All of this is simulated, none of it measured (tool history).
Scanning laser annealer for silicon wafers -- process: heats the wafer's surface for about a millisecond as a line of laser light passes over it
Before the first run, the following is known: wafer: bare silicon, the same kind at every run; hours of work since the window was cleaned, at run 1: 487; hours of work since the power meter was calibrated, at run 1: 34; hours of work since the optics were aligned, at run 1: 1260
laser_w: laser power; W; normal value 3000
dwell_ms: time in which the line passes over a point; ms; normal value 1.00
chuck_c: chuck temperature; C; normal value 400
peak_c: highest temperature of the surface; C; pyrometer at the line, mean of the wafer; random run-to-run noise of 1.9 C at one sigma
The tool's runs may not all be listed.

run	hour	laser_w	dwell_ms	chuck_c	hours of work since the window was cleaned	hours of work since the power meter was calibrated	hours of work since the optics were aligned	peak_c
1	0.0	3000	1.00	400	487	34	1260	1164
2	8.7	3000	0.77	400	490	37	1264	1055
3	16.7	2716	1.00	400	494	41	1267	1082
4	21.6	3000	1.00	400	496	43	1269	1165
5	31.5	3000	1.00	400	500	47	1273	1160
6	39.3	3000	1.00	400	503	50	1276	1161
7	49.2	2836	1.00	423	507	54	1281	1138
8	57.6	2787	1.21	417	510	58	1284	1206
9	68.7	2787	1.21	417	515	62	1289	1204
10	73.8	2648	1.21	369	517	64	1291	1117

Alternative continuations, all from the tool just after run 10; predict every row:
A	81.1	3276	0.86	427	520	67	1294	?
B	81.1	2748	0.75	400	520	67	1294	?
C	81.1	3000	0.85	410	520	67	1294	?
D	81.1	2991	0.73	433	520	67	1294	?

run	peak_c
A	1195
B	982
C	1102
D	1059
What these runs would have given with no unlogged condition in the tool:
run	peak_c
A	1237
B	1014
C	1141
D	1094
